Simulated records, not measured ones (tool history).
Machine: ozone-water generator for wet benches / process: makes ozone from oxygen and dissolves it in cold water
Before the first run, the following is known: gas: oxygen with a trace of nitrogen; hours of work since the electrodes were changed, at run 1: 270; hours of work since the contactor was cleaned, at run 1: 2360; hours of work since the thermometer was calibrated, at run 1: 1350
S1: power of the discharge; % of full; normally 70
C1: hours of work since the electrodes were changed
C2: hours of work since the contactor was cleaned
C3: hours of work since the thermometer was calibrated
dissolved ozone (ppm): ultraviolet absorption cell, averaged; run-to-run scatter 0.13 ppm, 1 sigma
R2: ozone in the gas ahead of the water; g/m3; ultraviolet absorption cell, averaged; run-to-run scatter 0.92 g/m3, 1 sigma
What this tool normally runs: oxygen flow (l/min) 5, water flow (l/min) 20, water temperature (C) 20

{"run": 1, "hour": 0.0, "S1": 70, "oxygen flow (l/min)": 5, "water flow (l/min)": 20, "water temperature (C)": 20, "C1": 270, "C2": 2360, "C3": 1350, "dissolved ozone (ppm)": 14.5, "R2": 156.9}
{"run": 2, "hour": 83.4, "S1": 70, "oxygen flow (l/min)": 5, "water flow (l/min)": 20, "water temperature (C)": 20, "C1": 326, "C2": 2415, "C3": 1405, "dissolved ozone (ppm)": 14.6, "R2": 155}
{"run": 3, "hour": 165.3, "S1": 70, "oxygen flow (l/min)": 5, "water flow (l/min)": 20, "water temperature (C)": 20, "C1": 380, "C2": 2469, "C3": 1460, "dissolved ozone (ppm)": 14.4, "R2": 153.3}
{"run": 4, "hour": 304.9, "S1": 70, "oxygen flow (l/min)": 5, "water flow (l/min)": 20, "water temperature (C)": 20, "C1": 472, "C2": 2562, "C3": 1552, "dissolved ozone (ppm)": 14.6, "R2": 155.1}
{"run": 5, "hour": 391.8, "S1": 70, "oxygen flow (l/min)": 3.22, "water flow (l/min)": 20, "water temperature (C)": 20, "C1": 530, "C2": 2619, "C3": 1610, "dissolved ozone (ppm)": 13.1, "R2": 182}
{"run": 6, "hour": 542.0, "S1": 70, "oxygen flow (l/min)": 3.22, "water flow (l/min)": 20, "water temperature (C)": 20, "C1": 630, "C2": 2719, "C3": 1709, "dissolved ozone (ppm)": 13.2, "R2": 180.3}
{"run": 7, "hour": 657.5, "S1": 70, "oxygen flow (l/min)": 3.22, "water flow (l/min)": 20, "water temperature (C)": 20, "C1": 706, "C2": 2796, "C3": 1786, "dissolved ozone (ppm)": 12.9, "R2": 177.9}
{"run": 8, "hour": 769.8, "S1": 70, "oxygen flow (l/min)": 3.22, "water flow (l/min)": 20, "water temperature (C)": 20, "C1": 781, "C2": 2870, "C3": 1860, "dissolved ozone (ppm)": 13.1, "R2": 179.2}
{"run": 9, "hour": 950.9, "S1": 70, "oxygen flow (l/min)": 3.22, "water flow (l/min)": 20, "water temperature (C)": 20, "C1": 901, "C2": 2990, "C3": 1980, "dissolved ozone (ppm)": 13, "R2": 179.4}
{"run": 10, "hour": 1073.5, "S1": 70, "oxygen flow (l/min)": 3.22, "water flow (l/min)": 20, "water temperature (C)": 20, "C1": 982, "C2": 3071, "C3": 2062, "dissolved ozone (ppm)": 12.9, "R2": 179.6}
{"run": 11, "hour": 1217.1, "S1": 70, "oxygen flow (l/min)": 3.22, "water flow (l/min)": 20, "water temperature (C)": 20, "C1": 1077, "C2": 3167, "C3": 2157, "dissolved ozone (ppm)": 12.9, "R2": 178.9}
{"run": 12, "hour": 1381.3, "S1": 70, "oxygen flow (l/min)": 3.24, "water flow (l/min)": 20, "water temperature (C)": 20, "C1": 1186, "C2": 3275, "C3": 2266, "dissolved ozone (ppm)": 13, "R2": 175.9}
{"run": 13, "hour": 1520.3, "S1": 70, "oxygen flow (l/min)": 5, "water flow (l/min)": 31, "water temperature (C)": 20, "C1": 1278, "C2": 3367, "C3": 2358, "dissolved ozone (ppm)": 9.7, "R2": 151.2}
{"run": 14, "hour": 1637.0, "S1": 70, "oxygen flow (l/min)": 5, "water flow (l/min)": 31, "water temperature (C)": 20, "C1": 1355, "C2": 3445, "C3": 2435, "dissolved ozone (ppm)": 9.6, "R2": 151.2}
{"run": 15, "hour": 1735.8, "S1": 70, "oxygen flow (l/min)": 5, "water flow (l/min)": 26, "water temperature (C)": 24, "C1": 1421, "C2": 3510, "C3": 2501, "dissolved ozone (ppm)": 10.6, "R2": 153.4}
{"hour": 1752.4, "done": "water thermometer calibrated"}
{"run": 16, "hour": 1887.7, "S1": 51, "oxygen flow (l/min)": 7.41, "water flow (l/min)": 21, "water temperature (C)": 12, "C1": 1521, "C2": 3611, "C3": 90, "dissolved ozone (ppm)": 12.6, "R2": 97.2}
{"run": 17, "hour": 1997.8, "S1": 51, "oxygen flow (l/min)": 7.41, "water flow (l/min)": 21, "water temperature (C)": 12, "C1": 1594, "C2": 3684, "C3": 163, "dissolved ozone (ppm)": 12.5, "R2": 97.9}
{"hour": 2113.8, "done": "gauge calibrated"}
{"run": 18, "hour": 2116.1, "S1": 70, "oxygen flow (l/min)": 5, "water flow (l/min)": 15, "water temperature (C)": 20, "C1": 1673, "C2": 3762, "C3": 241, "dissolved ozone (ppm)": 18.5, "R2": 154.5}
{"run": 19, "hour": 2215.0, "S1": 70, "oxygen flow (l/min)": 5.96, "water flow (l/min)": 20, "water temperature (C)": 20, "C1": 1738, "C2": 3828, "C3": 307, "dissolved ozone (ppm)": 14.8, "R2": 145.6}
{"run": 20, "hour": 2300.0, "S1": 70, "oxygen flow (l/min)": 5.96, "water flow (l/min)": 20, "water temperature (C)": 20, "C1": 1795, "C2": 3884, "C3": 363, "dissolved ozone (ppm)": 14.8, "R2": 146.8}
{"hour": 2437.7, "done": "contactor cleaned"}
{"run": 21, "hour": 2498.0, "S1": 70, "oxygen flow (l/min)": 5.96, "water flow (l/min)": 20, "water temperature (C)": 20, "C1": 1923, "C2": 40, "C3": 492, "dissolved ozone (ppm)": 15.1, "R2": 144.6}
{"run": 22, "hour": 2580.7, "S1": 79, "oxygen flow (l/min)": 5.21, "water flow (l/min)": 15, "water temperature (C)": 19, "C1": 1978, "C2": 95, "C3": 546, "dissolved ozone (ppm)": 20.8, "R2": 170.8}
{"run": 23, "hour": 2724.6, "S1": 96, "oxygen flow (l/min)": 5, "water flow (l/min)": 20, "water temperature (C)": 20, "C1": 2073, "C2": 190, "C3": 642, "dissolved ozone (ppm)": 19.4, "R2": 206.3}
{"run": 24, "hour": 2865.7, "S1": 68, "oxygen flow (l/min)": 5.53, "water flow (l/min)": 17, "water temperature (C)": 20, "C1": 2167, "C2": 284, "C3": 735, "dissolved ozone (ppm)": 16.6, "R2": 144.5}
{"run": 25, "hour": 3054.1, "S1": 54, "oxygen flow (l/min)": 4.08, "water flow (l/min)": 23, "water temperature (C)": 20, "C1": 2292, "C2": 409, "C3": 860, "dissolved ozone (ppm)": 9.7, "R2": 130}
{"run": 26, "hour": 3180.3, "S1": 54, "oxygen flow (l/min)": 8, "water flow (l/min)": 15, "water temperature (C)": 20, "C1": 2375, "C2": 492, "C3": 944, "dissolved ozone (ppm)": 14.9, "R2": 101.6}
{"run": 27, "hour": 3360.4, "S1": 54, "oxygen flow (l/min)": 8, "water flow (l/min)": 15, "water temperature (C)": 20, "C1": 2495, "C2": 612, "C3": 1063, "dissolved ozone (ppm)": 14.7, "R2": 102.3}

Below are 4 alternative next runs, each starting from the tool's condition after run 27. Predict each:
{"run": "A", "hour": 3482.4, "S1": 54, "oxygen flow (l/min)": 2.64, "water flow (l/min)": 15, "water temperature (C)": 20, "C1": 2576, "C2": 693, "C3": 1144, "dissolved ozone (ppm)": "?", "R2": "?"}
{"run": "B", "hour": 3482.4, "S1": 54, "oxygen flow (l/min)": 8, "water flow (l/min)": 27, "water temperature (C)": 22, "C1": 2576, "C2": 693, "C3": 1144, "dissolved ozone (ppm)": "?", "R2": "?"}
{"run": "C", "hour": 3482.4, "S1": 54, "oxygen flow (l/min)": 8, "water flow (l/min)": 15, "water temperature (C)": 22, "C1": 2576, "C2": 693, "C3": 1144, "dissolved ozone (ppm)": "?", "R2": "?"}
{"run": "D", "hour": 3482.4, "S1": 54, "oxygen flow (l/min)": 8, "water flow (l/min)": 28, "water temperature (C)": 26, "C1": 2576, "C2": 693, "C3": 1144, "dissolved ozone (ppm)": "?", "R2": "?"}

run=A dissolved_ozone_(ppm)=12.7 R2=149.5
run=B dissolved_ozone_(ppm)=9.2 R2=101.2
run=C dissolved_ozone_(ppm)=14 R2=102.5
run=D dissolved_ozone_(ppm)=8.4 R2=101.7
The same runs, with their run-to-run variation unchanged, on a tool lacking any hidden condition would have given:
run=A dissolved_ozone_(ppm)=12.7 R2=152.6
run=B dissolved_ozone_(ppm)=9.2 R2=103.3
run=C dissolved_ozone_(ppm)=14 R2=104.6
run=D dissolved_ozone_(ppm)=8.5 R2=103.8
